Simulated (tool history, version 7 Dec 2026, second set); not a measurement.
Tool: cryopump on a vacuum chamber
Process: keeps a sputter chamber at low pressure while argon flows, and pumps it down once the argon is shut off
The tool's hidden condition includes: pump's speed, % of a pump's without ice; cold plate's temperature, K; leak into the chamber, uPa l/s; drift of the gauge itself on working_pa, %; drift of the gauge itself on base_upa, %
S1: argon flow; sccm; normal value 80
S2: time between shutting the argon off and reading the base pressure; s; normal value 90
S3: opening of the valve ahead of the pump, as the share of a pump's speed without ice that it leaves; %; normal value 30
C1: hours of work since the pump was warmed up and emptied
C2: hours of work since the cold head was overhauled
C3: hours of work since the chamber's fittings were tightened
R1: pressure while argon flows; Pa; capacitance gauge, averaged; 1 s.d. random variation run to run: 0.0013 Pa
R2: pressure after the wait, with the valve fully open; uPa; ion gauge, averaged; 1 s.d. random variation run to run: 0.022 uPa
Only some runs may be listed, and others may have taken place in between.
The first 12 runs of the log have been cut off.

run	hour	S1	S2	S3	C1	C2	C3	R1	R2
13	321.2	80	59	30	681	681	293	0.3163	1.09
14	358.4	80	59	30	704	704	315	0.3164	1.12
15	387.7	80	90	17	722	722	333	0.5470	0.97
16	419.8	80	90	17	742	742	353	0.5461	0.99
17	449.9	80	90	17	760	760	371	0.5484	0.98
18	471.5	80	90	17	773	773	384	0.5525	1.01
19	495.7	80	90	17	788	788	399	0.5523	1.04
20	526.0	88	96	17	807	807	418	0.6083	1.02
21	559.6	88	96	17	827	827	438	0.6059	1.04
22	576.0	88	96	17	837	837	448	0.6073	1.07
23	613.7	88	96	17	860	860	471	0.6046	1.11
# hour 624.5: pump warmed up, emptied and cooled again
24	640.2	39	83	43	10	873	484	0.1027	1.01
25	659.3	39	83	43	21	885	496	0.1036	1.05
26	692.0	67	90	56	41	905	516	0.1376	0.98
27	707.7	67	90	56	51	915	526	0.1369	1.05
28	743.3	32	90	36	73	936	548	0.1005	1.08
29	768.7	32	90	36	88	952	563	0.1015	1.04
30	787.3	33	115	45	100	963	574	0.0845	0.96
31	825.2	33	115	45	123	986	598	0.0842	1.04
32	850.1	80	25	58	138	1002	613	0.1605	2.14
33	866.1	39	90	34	148	1011	623	0.1339	1.11
34	890.5	39	90	34	163	1026	638	0.1323	1.09

Alternative continuations, all from the tool just after run 34; predict every row:
A	926.2	82	58	37	184	1048	659	?	?
B	926.2	39	22	20	184	1048	659	?	?
C	926.2	71	24	21	184	1048	659	?	?
D	926.2	39	115	17	184	1048	659	?	?

run	R1	R2
A	0.2568	1.37
B	0.2224	2.36
C	0.3839	2.27
D	0.2633	1.08
With the hidden condition removed and each run's random variation left untouched, the same runs would have given:
run	R1	R2
A	0.2511	0.84
B	0.2197	1.82
C	0.3790	1.72
D	0.2606	0.53
